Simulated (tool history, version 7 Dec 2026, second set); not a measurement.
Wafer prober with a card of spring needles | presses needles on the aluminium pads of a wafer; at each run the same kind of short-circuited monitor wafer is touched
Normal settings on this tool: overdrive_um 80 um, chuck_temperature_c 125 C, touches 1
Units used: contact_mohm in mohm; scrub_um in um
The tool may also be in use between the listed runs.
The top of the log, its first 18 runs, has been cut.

run   hour  overdrive_um  chuck_temperature_c  touches  contact_mohm  scrub_um
     119.9  -- tips cleaned on abrasive film
 19  126.1            91                   68        1           293    12.736
 20  131.8            79                   73        1           299    11.045
     134.7  -- tips cleaned on abrasive film
 21    137            79                   73        1           293    11.044
 22  143.1            69                   37        2           284     9.643
     145.3  -- height of the first contact set anew
     149.8  -- tips cleaned on abrasive film
 23  152.5            63                   35        1           284     8.809
 24  157.1            93                   56        1           289    13.014
 25  164.4            93                   56        1           290    13.011
     164.9  -- tips cleaned on abrasive film
 26  169.7            85                   74        1           293    11.886
 27  173.8            80                   31        1           280    11.192
 28  179.3            72                   98        2           303    10.061
     179.9  -- tips cleaned on abrasive film
 29  187.8            68                   28        2           282     9.513
 30  192.4            68                   28        2           283     9.505
     195.1  -- tips cleaned on abrasive film
 31    200            73                  120        2           306    10.209
 32  207.7            73                  120        2           306    10.209
     209.9  -- tips cleaned on abrasive film
 33  214.2            73                  120        2           308    10.224
 34  218.4            73                  120        2           308    10.207

Predict each of these 5 candidate next runs independently; none follows another, all start after run 34:
  A  224.4            80                   66        1             ?         ?
  B  224.4            80                   31        2             ?         ?
  C  224.4            93                   74        2             ?         ?
  D  224.4            97                   33        2             ?         ?
  E  224.4            80                   48        1             ?         ?

run  contact_mohm  scrub_um
  A           292    11.182
  B           282    11.189
  C           291    13.005
  D           278    13.567
  E           285    11.202
Without the tool's hidden state the same runs would have given:
run  contact_mohm  scrub_um
  A           292    11.183
  B           282    11.189
  C           291    13.005
  D           278    13.567
  E           284    11.202

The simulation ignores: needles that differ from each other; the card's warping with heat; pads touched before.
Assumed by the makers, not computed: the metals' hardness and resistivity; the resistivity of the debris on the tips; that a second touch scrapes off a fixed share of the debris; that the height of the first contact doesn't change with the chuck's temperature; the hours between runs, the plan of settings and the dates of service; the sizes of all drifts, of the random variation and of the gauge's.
